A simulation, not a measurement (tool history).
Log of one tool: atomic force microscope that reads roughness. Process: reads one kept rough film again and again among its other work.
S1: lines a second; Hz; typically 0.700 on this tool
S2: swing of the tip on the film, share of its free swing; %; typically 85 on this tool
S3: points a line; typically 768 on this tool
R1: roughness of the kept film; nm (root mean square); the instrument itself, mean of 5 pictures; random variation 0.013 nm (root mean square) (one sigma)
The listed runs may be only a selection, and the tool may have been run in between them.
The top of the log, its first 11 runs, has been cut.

Run 12, hour 453.2: usual settings but S3 667. Result: R1 2.719 nm (root mean square).
Run 13, hour 480.9: usual settings but S3 667. Result: R1 2.627 nm (root mean square).
Run 14, hour 521.8: usual settings but S3 585. Result: R1 2.553 nm (root mean square).
Run 15, hour 546.5: usual settings but S2 87 %. Result: R1 2.452 nm (root mean square).
Run 16, hour 582.3: usual settings. Result: R1 2.399 nm (root mean square).
At hour 611.1: new tip fitted.
Run 17, hour 635.9: usual settings. Result: R1 3.089 nm (root mean square).
At hour 641.3: height scale calibrated on a step standard.
Run 18, hour 675.0: usual settings but S1 2.322 Hz, S2 86 %, S3 444. Result: R1 2.367 nm (root mean square).
Run 19, hour 720.6: usual settings but S1 2.322 Hz, S2 86 %, S3 444. Result: R1 2.296 nm (root mean square).
Run 20, hour 758.6: usual settings but S1 0.537 Hz, S2 56 %, S3 582. Result: R1 2.897 nm (root mean square).
Run 21, hour 785.6: usual settings but S1 0.599 Hz, S2 74 %, S3 270. Result: R1 2.744 nm (root mean square).
Run 22, hour 838.3: usual settings but S2 73 %, S3 288. Result: R1 2.570 nm (root mean square).
Run 23, hour 870.7: usual settings but S2 55 %, S3 542. Result: R1 2.637 nm (root mean square).
At hour 911.7: new tip fitted.
Run 24, hour 921.4: usual settings but S2 80 %, S3 291. Result: R1 3.135 nm (root mean square).
At hour 932.7: height scale calibrated on a step standard, once more.
Run 25, hour 968.3: usual settings but S1 2.222 Hz, S2 78 %, S3 455. Result: R1 2.667 nm (root mean square).
Run 26, hour 1007.6: usual settings but S1 2.222 Hz, S2 78 %, S3 455. Result: R1 2.552 nm (root mean square).
Run 27, hour 1060.8: usual settings but S1 2.222 Hz, S2 78 %, S3 455. Result: R1 2.450 nm (root mean square).
Run 28, hour 1109.3: usual settings but S1 2.222 Hz, S2 78 %, S3 455. Result: R1 2.339 nm (root mean square).
Run 29, hour 1143.7: usual settings but S1 2.434 Hz, S2 57 %, S3 370. Result: R1 2.584 nm (root mean square).
Run 30, hour 1193.6: usual settings but S1 2.434 Hz, S2 88 %, S3 309. Result: R1 1.901 nm (root mean square).
At hour 1211.3: new tip fitted.
Run 31, hour 1222.7: usual settings but S1 2.434 Hz, S2 88 %, S3 309. Result: R1 2.458 nm (root mean square).
Run 32, hour 1263.3: usual settings but S1 1.172 Hz, S2 56 %, S3 881. Result: R1 3.198 nm (root mean square).
Run 33, hour 1297.8: usual settings but S1 1.246 Hz, S2 56 %, S3 348. Result: R1 3.068 nm (root mean square).

What if the next run were any one of these 3? Each begins from the tool's condition after run 33:
Run A, hour 1336.7: usual settings but S1 0.655 Hz, S2 78 %, S3 496. Result: R1 ?.
Run B, hour 1336.7: usual settings but S1 0.704 Hz, S2 56 %, S3 901. Result: R1 ?.
Run C, hour 1336.7: usual settings but S1 0.635 Hz, S2 78 %, S3 1019. Result: R1 ?.

run     R1
  A  2.898
  B  3.017
  C  2.901
With no hidden state in the tool, these same runs would have given:
run     R1
  A  3.308
  B  3.444
  C  3.312
